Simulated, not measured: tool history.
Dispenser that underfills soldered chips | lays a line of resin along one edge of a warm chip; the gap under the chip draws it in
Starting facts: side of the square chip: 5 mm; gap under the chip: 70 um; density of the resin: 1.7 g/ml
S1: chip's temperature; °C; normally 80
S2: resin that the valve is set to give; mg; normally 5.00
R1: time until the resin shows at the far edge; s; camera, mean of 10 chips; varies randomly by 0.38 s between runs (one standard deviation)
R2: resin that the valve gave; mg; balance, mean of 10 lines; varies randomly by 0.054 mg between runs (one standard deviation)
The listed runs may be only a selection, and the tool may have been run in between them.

run	hour	S1	S2	R1	R2
1	0.0	80	5.00	25.4	4.83
2	4.0	80	5.00	31.0	4.87
# hour 5.7: new syringe of resin
3	8.0	80	5.00	25.2	4.82
# hour 13.7: new syringe of resin
4	14.4	70	5.00	37.2	4.76
5	17.6	70	5.00	43.9	4.79
# hour 21.4: new syringe of resin
6	22.0	80	5.00	24.1	4.58
7	27.9	80	5.00	32.0	4.86
# hour 29.1: new syringe of resin
8	31.4	80	5.00	25.3	4.77
9	34.8	87	5.00	21.6	4.72
# hour 36.9: new syringe of resin
10	38.9	87	5.00	18.0	4.73
11	42.4	87	5.00	21.5	4.72
# hour 44.5: new syringe of resin
12	46.5	80	5.60	24.2	5.25
# hour 52.2: new syringe of resin
13	53.0	80	5.00	23.6	4.75
14	59.1	80	5.00	31.8	4.56
# hour 60.0: new syringe of resin
15	62.6	80	5.00	25.6	4.67
# hour 66.4: dispensing valve cleaned and set on the balance
# hour 68.6: new syringe of resin
16	68.8	80	5.00	22.6	5.04
17	72.6	80	5.00	28.1	4.94
# hour 76.2: new syringe of resin
18	78.2	80	5.00	25.3	4.94
19	83.3	80	5.00	32.2	5.00
# hour 83.9: new syringe of resin
20	87.9	75	6.33	34.5	6.23
# hour 91.4: new syringe of resin
21	92.0	77	6.46	25.8	6.42
22	96.5	77	6.46	32.7	6.31
# hour 99.1: new syringe of resin
23	102.6	80	4.65	25.9	4.62
24	105.5	76	5.83	36.6	5.67
# hour 106.6: new syringe of resin
25	111.2	76	5.83	33.1	5.61
# hour 114.5: new syringe of resin
26	117.6	75	5.98	32.8	5.77
27	120.4	87	4.72	22.0	4.50
# hour 122.4: new syringe of resin
28	125.7	87	4.72	19.9	4.49
29	128.6	94	4.72	17.2	4.47
# hour 130.2: new syringe of resin
30	133.8	94	4.72	14.3	4.52
31	136.4	78	4.70	33.7	4.57
# hour 137.8: new syringe of resin
32	142.3	93	6.25	15.2	5.98
# hour 145.7: new syringe of resin
33	145.9	68	4.64	41.7	4.37
34	150.7	82	5.05	26.5	4.76
# hour 153.5: new syringe of resin
35	154.8	82	5.05	22.6	4.87

Forecast run 36:
36	157.7	84	4.25	?	?

{"run 36": {"R1": 23.8, "R2": 4.11}}
With the hidden condition absent and the run-to-run variation left alone, this run would have shown R1 19.5 s, R2 4.34 mg.
